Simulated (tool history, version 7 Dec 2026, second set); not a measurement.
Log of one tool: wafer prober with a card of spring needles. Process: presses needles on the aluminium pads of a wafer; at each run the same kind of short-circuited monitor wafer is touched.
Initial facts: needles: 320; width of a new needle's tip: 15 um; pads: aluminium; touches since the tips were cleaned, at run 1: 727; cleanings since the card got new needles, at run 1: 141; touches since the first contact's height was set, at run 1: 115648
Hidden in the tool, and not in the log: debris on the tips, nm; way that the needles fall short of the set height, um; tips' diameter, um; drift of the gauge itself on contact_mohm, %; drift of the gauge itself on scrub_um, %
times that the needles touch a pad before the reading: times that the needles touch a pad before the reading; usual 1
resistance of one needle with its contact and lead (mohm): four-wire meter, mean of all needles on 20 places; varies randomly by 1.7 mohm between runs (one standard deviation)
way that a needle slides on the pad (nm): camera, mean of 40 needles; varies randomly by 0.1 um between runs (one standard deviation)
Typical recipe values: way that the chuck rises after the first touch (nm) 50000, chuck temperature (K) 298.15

run	hour	way that the chuck rises after the first touch (nm)	chuck temperature (K)	times that the needles touch a pad before the reading	touches since the tips were cleaned	cleanings since the card got new needles	touches since the first contact's height was set	resistance of one needle with its contact and lead (mohm)	way that a needle slides on the pad (nm)
1	0	50000	298.15	1	727	141	115648	210	8070
# hour 4.5: tips cleaned on abrasive film
# hour 12: tips cleaned on abrasive film
# hour 19.5: tips cleaned on abrasive film
2	23.3	50000	298.15	1	1099	144	122301	226	7780
# hour 26.4: tips cleaned on abrasive film
# hour 32.4: tips cleaned on abrasive film
# hour 38.4: tips cleaned on abrasive film
# hour 45.9: tips cleaned on abrasive film
# hour 51.9: tips cleaned on abrasive film
3	56.1	50000	298.15	2	1230	149	131650	205	7790
# hour 59.2: tips cleaned on abrasive film
# hour 65.2: tips cleaned on abrasive film
# hour 71.2: tips cleaned on abrasive film
# hour 77.2: tips cleaned on abrasive film
# hour 83.2: tips cleaned on abrasive film
4	87.2	50000	298.15	1	1161	154	140501	228	8010
# hour 90.3: tips cleaned on abrasive film
# hour 96.3: tips cleaned on abrasive film
# hour 103.8: tips cleaned on abrasive film
# hour 109.8: tips cleaned on abrasive film
# hour 115.8: tips cleaned on abrasive film
# hour 121.8: tips cleaned on abrasive film
# hour 123.5: height of the first contact set anew
# hour 128.1: tips cleaned on abrasive film
# hour 134.1: tips cleaned on abrasive film
5	137.3	50000	298.15	1	920	162	3910	212	8730
# hour 140.3: tips cleaned on abrasive film
# hour 147.8: tips cleaned on abrasive film
# hour 153.8: tips cleaned on abrasive film
# hour 159.8: tips cleaned on abrasive film
6	162.4	34000	298.15	1	740	166	11062	253	5850
# hour 166.9: tips cleaned on abrasive film
# hour 172.9: tips cleaned on abrasive film
# hour 178.9: tips cleaned on abrasive film
# hour 186.4: tips cleaned on abrasive film
7	189.2	34000	298.15	1	803	170	18700	257	5900
# hour 193.7: tips cleaned on abrasive film
# hour 199.7: tips cleaned on abrasive film
# hour 207.2: tips cleaned on abrasive film
# hour 214.7: tips cleaned on abrasive film
# hour 220.7: tips cleaned on abrasive film
# hour 226.7: tips cleaned on abrasive film
# hour 232.7: tips cleaned on abrasive film
# hour 240.2: tips cleaned on abrasive film
8	240.6	34000	298.15	1	125	178	33351	197	5790
# hour 246.6: tips cleaned on abrasive film
# hour 252.6: tips cleaned on abrasive film
# hour 258.7: tips cleaned on abrasive film
# hour 266.1: tips cleaned on abrasive film
# hour 273.6: tips cleaned on abrasive film
# hour 281.1: tips cleaned on abrasive film
9	282.2	50000	364.15	1	315	184	45202	200	8390
# hour 288.2: tips cleaned on abrasive film
# hour 294.2: tips cleaned on abrasive film
# hour 300.2: tips cleaned on abrasive film
# hour 306.2: tips cleaned on abrasive film
# hour 313.7: tips cleaned on abrasive film
# hour 319.7: tips cleaned on abrasive film
10	322.6	50000	298.15	1	843	190	56726	213	8340
# hour 327.2: tips cleaned on abrasive film
# hour 333.2: tips cleaned on abrasive film
# hour 339.2: tips cleaned on abrasive film
# hour 345.2: tips cleaned on abrasive film
# hour 352.7: tips cleaned on abrasive film
# hour 358.7: tips cleaned on abrasive film
# hour 364.7: tips cleaned on abrasive film
11	366.9	49000	298.15	1	651	197	69339	208	8050
# hour 371.5: tips cleaned on abrasive film
# hour 377.5: tips cleaned on abrasive film
# hour 383.5: tips cleaned on abrasive film
# hour 395.5: card fitted with new needles
# hour 401.5: tips cleaned on abrasive film
# hour 409: tips cleaned on abrasive film
12	409.8	50000	298.15	1	241	2	4086	181	8690
# hour 415.8: tips cleaned on abrasive film
# hour 421.8: tips cleaned on abrasive film
# hour 427.8: tips cleaned on abrasive film
13	431.3	50000	298.15	1	995	5	10209	201	8710
# hour 434.3: tips cleaned on abrasive film
# hour 440.3: tips cleaned on abrasive film
# hour 446.3: tips cleaned on abrasive film
# hour 452.3: tips cleaned on abrasive film
# hour 459.8: tips cleaned on abrasive film
# hour 467.3: tips cleaned on abrasive film
# hour 473.3: tips cleaned on abrasive film
14	476.9	50000	298.15	2	1039	12	23210	193	8470
# hour 480: tips cleaned on abrasive film
# hour 486: tips cleaned on abrasive film
# hour 492: tips cleaned on abrasive film
# hour 499.5: tips cleaned on abrasive film
# hour 506.9: tips cleaned on abrasive film
# hour 512.9: tips cleaned on abrasive film
15	514.8	50000	300.15	1	534	18	33999	191	8390
# hour 519.3: tips cleaned on abrasive film
# hour 526.8: tips cleaned on abrasive film
# hour 532.8: tips cleaned on abrasive film
# hour 538.8: tips cleaned on abrasive film
# hour 546.3: tips cleaned on abrasive film
16	551.4	50000	366.15	2	1467	23	44438	204	8490
# hour 553: tips cleaned on abrasive film
# hour 559: tips cleaned on abrasive film
# hour 565: tips cleaned on abrasive film
# hour 571: tips cleaned on abrasive film
# hour 577: tips cleaned on abrasive film
# hour 584.5: tips cleaned on abrasive film
# hour 590.5: tips cleaned on abrasive film
17	595.7	61000	306.15	1	1519	30	57066	207	10380
# hour 597.3: tips cleaned on abrasive film
# hour 603.3: tips cleaned on abrasive film
# hour 609.3: tips cleaned on abrasive film
# hour 616.8: tips cleaned on abrasive film
# hour 624.3: tips cleaned on abrasive film
# hour 630.3: tips cleaned on abrasive film
18	633.4	33000	388.15	1	908	36	67799	265	5370
# hour 636.5: tips cleaned on abrasive film
# hour 642.5: tips cleaned on abrasive film
# hour 648.5: tips cleaned on abrasive film
# hour 656: tips cleaned on abrasive film
# hour 663.5: tips cleaned on abrasive film
# hour 671: tips cleaned on abrasive film
# hour 678.4: tips cleaned on abrasive film
19	679.3	53000	304.15	3	247	43	80868	177	8710
# hour 685.3: tips cleaned on abrasive film
# hour 691.3: tips cleaned on abrasive film
# hour 697.3: tips cleaned on abrasive film
# hour 703.3: tips cleaned on abrasive film
20	705.4	68000	372.15	1	601	47	88304	198	11100
# hour 709.9: tips cleaned on abrasive film
# hour 715.9: tips cleaned on abrasive film
# hour 723.4: tips cleaned on abrasive film
# hour 730.9: tips cleaned on abrasive film
# hour 736.9: tips cleaned on abrasive film
21	737	68000	372.15	1	25	52	97301	185	11380
# hour 743: tips cleaned on abrasive film
# hour 750.5: tips cleaned on abrasive film
# hour 756.5: tips cleaned on abrasive film
22	757.8	48000	323.15	3	389	55	103237	183	7890
# hour 763.8: tips cleaned on abrasive film
# hour 771.3: tips cleaned on abrasive film
# hour 777.3: tips cleaned on abrasive film
# hour 784.8: tips cleaned on abrasive film
# hour 790.8: tips cleaned on abrasive film
23	796	30000	323.15	3	1496	60	114131	235	4510
# hour 797.6: tips cleaned on abrasive film
# hour 805: tips cleaned on abrasive film
# hour 811: tips cleaned on abrasive film
# hour 817.1: tips cleaned on abrasive film
24	818.4	63000	337.15	1	402	64	120515	190	10140

Predict each of these 4 candidate next runs independently; none follows another, all start after run 24:
# hour 824.4: tips cleaned on abrasive film
# hour 830.5: tips cleaned on abrasive film
# hour 836.5: tips cleaned on abrasive film
# hour 842.5: tips cleaned on abrasive film
A	847.9	50000	317.15	1	1559	68	128909	?	?
# hour 824.4: tips cleaned on abrasive film
# hour 830.5: tips cleaned on abrasive film
# hour 836.5: tips cleaned on abrasive film
# hour 842.5: tips cleaned on abrasive film
B	847.9	46000	384.15	2	1559	68	128909	?	?
# hour 824.4: tips cleaned on abrasive film
# hour 830.5: tips cleaned on abrasive film
# hour 836.5: tips cleaned on abrasive film
# hour 842.5: tips cleaned on abrasive film
C	847.9	48000	337.15	2	1559	68	128909	?	?
# hour 824.4: tips cleaned on abrasive film
# hour 830.5: tips cleaned on abrasive film
# hour 836.5: tips cleaned on abrasive film
# hour 842.5: tips cleaned on abrasive film
D	847.9	52000	341.15	1	1559	68	128909	?	?

run	resistance of one needle with its contact and lead (mohm)	way that a needle slides on the pad (nm)
A	231	7930
B	223	7210
C	214	7670
D	232	8110
Stripped of hidden state, with their random variation kept, the same runs would have yielded:
run	resistance of one needle with its contact and lead (mohm)	way that a needle slides on the pad (nm)
A	173	8740
B	186	8020
C	177	8480
D	179	8910

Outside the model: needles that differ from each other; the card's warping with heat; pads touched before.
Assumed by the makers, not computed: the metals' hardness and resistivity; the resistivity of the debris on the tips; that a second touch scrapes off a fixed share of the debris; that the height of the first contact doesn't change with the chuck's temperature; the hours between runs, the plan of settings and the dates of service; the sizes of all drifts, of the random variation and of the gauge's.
